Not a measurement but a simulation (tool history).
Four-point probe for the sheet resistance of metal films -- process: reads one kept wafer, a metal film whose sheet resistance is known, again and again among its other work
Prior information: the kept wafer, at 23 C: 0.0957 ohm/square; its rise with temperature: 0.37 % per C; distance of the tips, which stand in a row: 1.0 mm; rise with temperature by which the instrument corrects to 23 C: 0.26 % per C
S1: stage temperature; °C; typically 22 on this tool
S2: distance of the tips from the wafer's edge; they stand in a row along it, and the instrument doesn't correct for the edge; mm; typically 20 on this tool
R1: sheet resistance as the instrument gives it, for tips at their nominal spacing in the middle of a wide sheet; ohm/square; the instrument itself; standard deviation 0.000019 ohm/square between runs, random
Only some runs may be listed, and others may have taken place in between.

run 1 day=0 | S1=22 S2=20 | R1=0.096289
run 2 day=1.633 | S1=22 S2=20 | R1=0.096314
run 3 day=3.879 | S1=22 S2=4 | R1=0.09934
run 4 day=6.562 | S1=22 S2=4 | R1=0.099307
run 5 day=8.471 | S1=22 S2=4 | R1=0.099366
run 6 day=11.496 | S1=22 S2=4 | R1=0.099349
run 7 day=13.504 | S1=22 S2=4 | R1=0.099374
run 8 day=14.804 | S1=22 S2=4 | R1=0.099373
run 9 day=17.367 | S1=22 S2=20 | R1=0.096371
run 10 day=19.858 | S1=22 S2=20 | R1=0.096402
run 11 day=22.521 | S1=22 S2=3 | R1=0.101697
run 12 day=24.129 | S1=22 S2=3 | R1=0.101703
run 13 day=26.425 | S1=22 S2=9 | R1=0.096903
run 14 day=28.525 | S1=27 S2=12 | R1=0.097182
run 15 day=30.596 | S1=20 S2=70 | R1=0.096104
run 16 day=32.108 | S1=20 S2=70 | R1=0.096083
run 17 day=34.425 | S1=20 S2=20 | R1=0.096244
run 18 day=36.271 | S1=20 S2=25 | R1=0.096174
run 19 day=39.133 | S1=22 S2=52 | R1=0.09637
run 20 day=41.708 | S1=22 S2=52 | R1=0.096343
run 21 day=43.821 | S1=22 S2=52 | R1=0.096347
run 22 day=45.775 | S1=23 S2=27 | R1=0.096553
run 23 day=48.408 | S1=19 S2=4 | R1=0.099179
run 24 day=49.758 | S1=19 S2=4 | R1=0.099222
run 25 day=52.058 | S1=19 S2=4 | R1=0.099208

Below are 5 alternative next runs, each starting from the tool's condition after run 25. Predict each:
run A day=53.783 | S1=28 S2=39 | R1=?
run B day=53.783 | S1=25 S2=8 | R1=?
run C day=53.783 | S1=25 S2=9 | R1=?
run D day=53.783 | S1=33 S2=6 | R1=?
run E day=53.783 | S1=19 S2=5 | R1=?

run=A R1=0.097034
run=B R1=0.097527
run=C R1=0.097356
run=D R1=0.098966
run=E R1=0.09808
What these runs would have given with no unlogged condition in the tool:
run=A R1=0.096226
run=B R1=0.096717
run=C R1=0.096547
run=D R1=0.098142
run=E R1=0.097268
